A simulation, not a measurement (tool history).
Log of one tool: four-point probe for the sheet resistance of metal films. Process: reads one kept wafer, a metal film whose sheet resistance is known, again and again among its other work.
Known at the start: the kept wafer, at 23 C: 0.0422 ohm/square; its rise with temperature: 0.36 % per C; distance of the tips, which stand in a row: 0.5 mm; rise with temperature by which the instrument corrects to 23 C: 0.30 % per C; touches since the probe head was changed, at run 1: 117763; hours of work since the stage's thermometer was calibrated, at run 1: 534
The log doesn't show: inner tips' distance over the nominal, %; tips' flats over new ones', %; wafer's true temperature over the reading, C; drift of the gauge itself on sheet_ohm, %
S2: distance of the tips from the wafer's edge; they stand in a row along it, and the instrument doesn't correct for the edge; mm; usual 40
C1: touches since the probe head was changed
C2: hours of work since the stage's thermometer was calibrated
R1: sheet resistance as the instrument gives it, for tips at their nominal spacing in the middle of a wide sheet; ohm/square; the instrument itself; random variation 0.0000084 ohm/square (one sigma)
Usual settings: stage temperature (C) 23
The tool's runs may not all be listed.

{"run": 1, "day": 0.0, "stage temperature (C)": 23, "S2": 40, "C1": 117763, "C2": 534, "R1": 0.041548}
{"run": 2, "day": 2.558, "stage temperature (C)": 23, "S2": 33, "C1": 120309, "C2": 565, "R1": 0.041539}
{"run": 3, "day": 6.346, "stage temperature (C)": 23, "S2": 33, "C1": 124078, "C2": 612, "R1": 0.041518}
{"run": 4, "day": 7.962, "stage temperature (C)": 23, "S2": 33, "C1": 125690, "C2": 632, "R1": 0.041515}
{"run": 5, "day": 10.567, "stage temperature (C)": 23, "S2": 33, "C1": 128282, "C2": 664, "R1": 0.041485}
{"run": 6, "day": 12.929, "stage temperature (C)": 23, "S2": 40, "C1": 130633, "C2": 693, "R1": 0.041491}
{"run": 7, "day": 16.717, "stage temperature (C)": 23, "S2": 40, "C1": 134406, "C2": 740, "R1": 0.041461}
{"run": 8, "day": 20.458, "stage temperature (C)": 24, "S2": 40, "C1": 138129, "C2": 786, "R1": 0.041483}
{"run": 9, "day": 22.733, "stage temperature (C)": 23, "S2": 40, "C1": 140395, "C2": 814, "R1": 0.041441}
{"run": 10, "day": 24.958, "stage temperature (C)": 23, "S2": 40, "C1": 142606, "C2": 842, "R1": 0.041423}
{"run": 11, "day": 27.425, "stage temperature (C)": 21, "S2": 40, "C1": 145063, "C2": 872, "R1": 0.041357}
{"run": 12, "day": 29.067, "stage temperature (C)": 21, "S2": 40, "C1": 146697, "C2": 893, "R1": 0.04136}
{"run": 13, "day": 31.742, "stage temperature (C)": 21, "S2": 40, "C1": 149362, "C2": 926, "R1": 0.041354}
{"run": 14, "day": 35.462, "stage temperature (C)": 18, "S2": 28, "C1": 153063, "C2": 972, "R1": 0.041257}
{"day": 36.308, "done": "new probe head fitted"}
{"run": 15, "day": 37.642, "stage temperature (C)": 22, "S2": 28, "C1": 1325, "C2": 998, "R1": 0.041912}
{"run": 16, "day": 41.429, "stage temperature (C)": 22, "S2": 28, "C1": 5095, "C2": 1045, "R1": 0.041881}
{"run": 17, "day": 44.871, "stage temperature (C)": 22, "S2": 28, "C1": 8523, "C2": 1087, "R1": 0.041882}
{"day": 45.054, "done": "stage's thermometer calibrated"}
{"run": 18, "day": 46.588, "stage temperature (C)": 23, "S2": 6, "C1": 10210, "C2": 19, "R1": 0.042026}
{"run": 19, "day": 49.733, "stage temperature (C)": 23, "S2": 3, "C1": 13341, "C2": 58, "R1": 0.04247}
{"run": 20, "day": 51.633, "stage temperature (C)": 19, "S2": 9, "C1": 15233, "C2": 81, "R1": 0.0418}
{"run": 21, "day": 53.871, "stage temperature (C)": 23, "S2": 9, "C1": 17460, "C2": 109, "R1": 0.041918}
{"run": 22, "day": 56.433, "stage temperature (C)": 30, "S2": 9, "C1": 20013, "C2": 141, "R1": 0.042074}
{"day": 58.221, "done": "stage's thermometer calibrated, once more"}
{"run": 23, "day": 60.162, "stage temperature (C)": 33, "S2": 16, "C1": 23704, "C2": 24, "R1": 0.042138}
{"run": 24, "day": 62.046, "stage temperature (C)": 33, "S2": 16, "C1": 25579, "C2": 47, "R1": 0.042133}
{"run": 25, "day": 64.283, "stage temperature (C)": 20, "S2": 8, "C1": 27805, "C2": 75, "R1": 0.041872}

3 ways to go on from here, each from the tool as it stands after run 25. What would each give?
{"run": "A", "day": 66.679, "stage temperature (C)": 23, "S2": 8, "C1": 30192, "C2": 104, "R1": "?"}
{"run": "B", "day": 66.679, "stage temperature (C)": 20, "S2": 40, "C1": 30192, "C2": 104, "R1": "?"}
{"run": "C", "day": 66.679, "stage temperature (C)": 24, "S2": 40, "C1": 30192, "C2": 104, "R1": "?"}

run=A R1=0.041931
run=B R1=0.041756
run=C R1=0.041867
Without the tool's hidden state the same runs would have given:
run=A R1=0.042295
run=B R1=0.042118
run=C R1=0.042231

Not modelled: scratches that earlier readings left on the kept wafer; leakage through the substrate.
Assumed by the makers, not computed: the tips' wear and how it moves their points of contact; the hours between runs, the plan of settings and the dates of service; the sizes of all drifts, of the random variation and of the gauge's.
